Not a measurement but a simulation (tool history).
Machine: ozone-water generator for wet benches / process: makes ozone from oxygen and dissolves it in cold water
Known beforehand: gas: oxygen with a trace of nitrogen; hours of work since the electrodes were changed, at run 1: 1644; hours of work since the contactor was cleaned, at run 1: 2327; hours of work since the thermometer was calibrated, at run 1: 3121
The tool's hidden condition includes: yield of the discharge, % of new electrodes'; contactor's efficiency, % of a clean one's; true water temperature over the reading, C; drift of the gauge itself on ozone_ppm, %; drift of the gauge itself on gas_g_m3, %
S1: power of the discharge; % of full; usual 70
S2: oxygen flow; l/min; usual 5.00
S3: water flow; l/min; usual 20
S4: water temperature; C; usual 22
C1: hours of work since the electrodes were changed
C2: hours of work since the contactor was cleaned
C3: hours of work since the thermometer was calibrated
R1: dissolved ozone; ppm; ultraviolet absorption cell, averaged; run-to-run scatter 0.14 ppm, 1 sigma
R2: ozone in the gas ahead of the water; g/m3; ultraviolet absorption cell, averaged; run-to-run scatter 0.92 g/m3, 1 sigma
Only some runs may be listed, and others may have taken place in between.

run	hour	S1	S2	S3	S4	C1	C2	C3	R1	R2
1	0.0	70	5.00	20	22	1644	2327	3121	15.8	150.8
2	123.9	70	5.00	20	22	1735	2418	3212	15.9	151.8
# hour 196.1: contactor cleaned
3	345.2	70	5.00	20	22	1894	109	3371	16.1	151.2
# hour 401.2: water thermometer calibrated
4	464.1	70	5.00	20	22	1981	196	46	16.2	149.0
5	649.1	70	6.98	20	22	2117	332	182	16.5	129.8
6	751.7	70	6.98	20	22	2192	407	257	16.3	129.1
7	850.2	70	6.98	20	22	2264	479	329	16.7	131.0
8	1011.5	70	6.98	20	22	2382	598	448	16.6	131.8
9	1190.7	70	6.98	20	22	2514	729	579	16.3	130.0
10	1326.9	70	5.00	20	28	2614	829	679	14.7	149.0
11	1446.8	70	5.00	20	22	2702	917	767	15.9	149.3
12	1572.5	70	5.00	20	22	2794	1009	859	15.9	147.9
13	1733.7	70	5.00	20	22	2912	1127	977	15.9	149.2
14	1885.9	70	5.00	20	22	3024	1239	1089	15.8	147.7
15	1996.2	70	5.00	20	14	3104	1320	1170	17.5	148.3
16	2158.5	70	5.00	20	14	3223	1439	1288	17.2	148.1
17	2256.7	70	5.00	20	14	3295	1510	1360	17.4	146.8
18	2357.1	70	3.97	20	18	3369	1584	1434	16.0	161.2
19	2452.1	70	2.51	21	22	3439	1654	1504	12.5	192.7
20	2586.7	50	3.58	26	17	3537	1752	1602	10.4	141.8
21	2798.1	48	3.58	26	17	3692	1907	1757	9.9	138.9
22	3002.9	48	3.58	26	17	3842	2058	1908	10.0	139.1
23	3183.2	48	3.58	26	26	3975	2190	2040	9.0	138.4
24	3373.9	68	2.91	20	22	4115	2330	2180	13.6	176.7
25	3471.0	87	2.91	20	22	4186	2401	2251	15.3	200.8
# hour 3571.0: contactor cleaned
26	3661.2	87	2.91	20	22	4322	66	2387	15.5	199.9
27	3808.3	70	5.00	20	16	4430	174	2495	16.9	144.0
28	3961.0	70	5.00	19	16	4542	286	2607	17.2	142.6
29	4056.0	84	6.63	25	21	4612	356	2677	14.9	140.9
30	4179.0	66	2.58	30	20	4702	446	2767	8.7	182.2
31	4380.6	65	5.22	30	20	4850	594	2915	10.6	136.7
32	4508.9	73	5.00	20	22	4944	688	3009	15.6	147.7

Here are 5 independent what-if runs from the current tool condition. What would each one return?
A	4669.3	70	6.54	32	20	5061	805	3127	?	?
B	4669.3	46	5.00	20	29	5061	805	3127	?	?
C	4669.3	73	5.00	20	21	5061	805	3127	?	?
D	4669.3	73	5.00	18	18	5061	805	3127	?	?
E	4669.3	73	5.46	20	22	5061	805	3127	?	?

run	R1	R2
A	10.9	128.3
B	11.3	116.5
C	15.7	143.9
D	17.9	146.6
E	15.6	139.3
Had the tool no hidden state, the same runs would have come out as:
run	R1	R2
A	12.0	139.6
B	12.2	124.4
C	17.3	156.9
D	19.7	159.7
E	17.2	151.9
